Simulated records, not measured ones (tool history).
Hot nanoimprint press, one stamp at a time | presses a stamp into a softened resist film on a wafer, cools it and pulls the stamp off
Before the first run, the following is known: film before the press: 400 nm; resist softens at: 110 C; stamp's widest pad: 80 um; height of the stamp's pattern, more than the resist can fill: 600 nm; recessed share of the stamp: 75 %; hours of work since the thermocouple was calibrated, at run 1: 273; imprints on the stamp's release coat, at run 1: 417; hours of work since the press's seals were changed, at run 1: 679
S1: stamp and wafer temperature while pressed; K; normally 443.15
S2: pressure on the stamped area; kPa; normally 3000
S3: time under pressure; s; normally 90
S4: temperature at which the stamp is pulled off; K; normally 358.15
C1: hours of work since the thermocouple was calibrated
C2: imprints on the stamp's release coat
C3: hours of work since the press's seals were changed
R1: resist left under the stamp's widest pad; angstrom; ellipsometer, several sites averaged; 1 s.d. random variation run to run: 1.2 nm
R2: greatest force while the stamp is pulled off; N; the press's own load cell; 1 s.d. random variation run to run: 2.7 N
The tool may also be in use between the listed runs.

{"run": 1, "hour": 0.0, "S1": 443.15, "S2": 3000, "S3": 90, "S4": 358.15, "C1": 273, "C2": 417, "C3": 679, "R1": 1975, "R2": 154}
{"run": 2, "hour": 40.5, "S1": 443.15, "S2": 3000, "S3": 90, "S4": 358.15, "C1": 295, "C2": 563, "C3": 701, "R1": 1990, "R2": 164}
{"run": 3, "hour": 84.7, "S1": 446.15, "S2": 3000, "S3": 90, "S4": 358.15, "C1": 319, "C2": 723, "C3": 725, "R1": 1673, "R2": 173}
{"run": 4, "hour": 111.8, "S1": 446.15, "S2": 3000, "S3": 90, "S4": 358.15, "C1": 334, "C2": 821, "C3": 740, "R1": 1712, "R2": 180}
{"run": 5, "hour": 131.3, "S1": 443.15, "S2": 3000, "S3": 111, "S4": 358.15, "C1": 345, "C2": 892, "C3": 751, "R1": 1851, "R2": 189}
{"run": 6, "hour": 162.7, "S1": 439.15, "S2": 3000, "S3": 111, "S4": 358.15, "C1": 362, "C2": 1005, "C3": 768, "R1": 2322, "R2": 196}
{"run": 7, "hour": 193.0, "S1": 443.15, "S2": 3000, "S3": 90, "S4": 358.15, "C1": 379, "C2": 1115, "C3": 785, "R1": 2027, "R2": 196}
{"run": 8, "hour": 236.3, "S1": 443.15, "S2": 3000, "S3": 90, "S4": 358.15, "C1": 403, "C2": 1271, "C3": 808, "R1": 2034, "R2": 205}
{"hour": 242.2, "done": "plate thermocouple calibrated"}
{"run": 9, "hour": 262.2, "S1": 443.15, "S2": 3000, "S3": 90, "S4": 358.15, "C1": 11, "C2": 1354, "C3": 821, "R1": 2179, "R2": 225}
{"run": 10, "hour": 301.2, "S1": 443.15, "S2": 3000, "S3": 90, "S4": 358.15, "C1": 32, "C2": 1495, "C3": 842, "R1": 2201, "R2": 241}
{"run": 11, "hour": 328.4, "S1": 443.15, "S2": 2130, "S3": 90, "S4": 358.15, "C1": 47, "C2": 1593, "C3": 857, "R1": 2498, "R2": 243}
{"run": 12, "hour": 366.4, "S1": 443.15, "S2": 2130, "S3": 90, "S4": 358.15, "C1": 68, "C2": 1731, "C3": 878, "R1": 2491, "R2": 253}
{"run": 13, "hour": 400.8, "S1": 443.15, "S2": 4250, "S3": 90, "S4": 358.15, "C1": 87, "C2": 1855, "C3": 897, "R1": 1914, "R2": 267}
{"run": 14, "hour": 440.2, "S1": 448.15, "S2": 3000, "S3": 90, "S4": 348.15, "C1": 109, "C2": 1998, "C3": 919, "R1": 1705, "R2": 360}
{"hour": 453.8, "done": "plate thermocouple calibrated, once more"}
{"run": 15, "hour": 470.8, "S1": 441.15, "S2": 3000, "S3": 114, "S4": 348.15, "C1": 9, "C2": 2097, "C3": 934, "R1": 1903, "R2": 331}
{"run": 16, "hour": 491.7, "S1": 447.15, "S2": 2090, "S3": 90, "S4": 358.15, "C1": 21, "C2": 2173, "C3": 945, "R1": 1735, "R2": 267}
{"run": 17, "hour": 524.7, "S1": 438.15, "S2": 3000, "S3": 92, "S4": 355.15, "C1": 39, "C2": 2292, "C3": 963, "R1": 2386, "R2": 295}
{"run": 18, "hour": 550.3, "S1": 438.15, "S2": 2440, "S3": 90, "S4": 350.15, "C1": 53, "C2": 2385, "C3": 977, "R1": 2609, "R2": 351}
{"hour": 580.7, "done": "press's hydraulic seals changed and the load cell set to zero"}
{"hour": 594.5, "done": "stamp cleaned and given a new release coat"}
{"run": 19, "hour": 597.5, "S1": 438.15, "S2": 2440, "S3": 90, "S4": 350.15, "C1": 71, "C2": 11, "C3": 6, "R1": 2573, "R2": 147}
{"run": 20, "hour": 638.1, "S1": 438.15, "S2": 2440, "S3": 90, "S4": 350.15, "C1": 93, "C2": 157, "C3": 28, "R1": 2562, "R2": 159}
{"run": 21, "hour": 661.8, "S1": 438.15, "S2": 2590, "S3": 122, "S4": 350.15, "C1": 106, "C2": 243, "C3": 41, "R1": 2319, "R2": 164}
{"run": 22, "hour": 703.0, "S1": 443.15, "S2": 3000, "S3": 106, "S4": 347.15, "C1": 129, "C2": 392, "C3": 64, "R1": 1722, "R2": 200}
{"run": 23, "hour": 734.0, "S1": 433.15, "S2": 3000, "S3": 131, "S4": 347.15, "C1": 146, "C2": 504, "C3": 81, "R1": 2781, "R2": 204}
{"run": 24, "hour": 758.8, "S1": 455.15, "S2": 3000, "S3": 91, "S4": 347.15, "C1": 160, "C2": 594, "C3": 94, "R1": 975, "R2": 214}
{"run": 25, "hour": 801.3, "S1": 455.15, "S2": 3000, "S3": 91, "S4": 347.15, "C1": 183, "C2": 747, "C3": 118, "R1": 974, "R2": 224}
{"run": 26, "hour": 832.1, "S1": 455.15, "S2": 3000, "S3": 91, "S4": 347.15, "C1": 200, "C2": 859, "C3": 135, "R1": 976, "R2": 230}

Predict each of these 4 candidate next runs independently; none follows another, all start after run 26:
{"run": "A", "hour": 866.2, "S1": 443.15, "S2": 3720, "S3": 90, "S4": 358.15, "C1": 219, "C2": 982, "C3": 153, "R1": "?", "R2": "?"}
{"run": "B", "hour": 866.2, "S1": 455.15, "S2": 3000, "S3": 88, "S4": 347.15, "C1": 219, "C2": 982, "C3": 153, "R1": "?", "R2": "?"}
{"run": "C", "hour": 866.2, "S1": 438.15, "S2": 4710, "S3": 53, "S4": 358.15, "C1": 219, "C2": 982, "C3": 153, "R1": "?", "R2": "?"}
{"run": "D", "hour": 866.2, "S1": 443.15, "S2": 3460, "S3": 50, "S4": 358.15, "C1": 219, "C2": 982, "C3": 153, "R1": "?", "R2": "?"}

run=A R1=1715 R2=191
run=B R1=995 R2=249
run=C R1=2401 R2=195
run=D R1=2134 R2=191
What these runs would have given with no unlogged condition in the tool:
run=A R1=1623 R2=127
run=B R1=946 R2=167
run=C R1=2282 R2=130
run=D R1=2031 R2=128

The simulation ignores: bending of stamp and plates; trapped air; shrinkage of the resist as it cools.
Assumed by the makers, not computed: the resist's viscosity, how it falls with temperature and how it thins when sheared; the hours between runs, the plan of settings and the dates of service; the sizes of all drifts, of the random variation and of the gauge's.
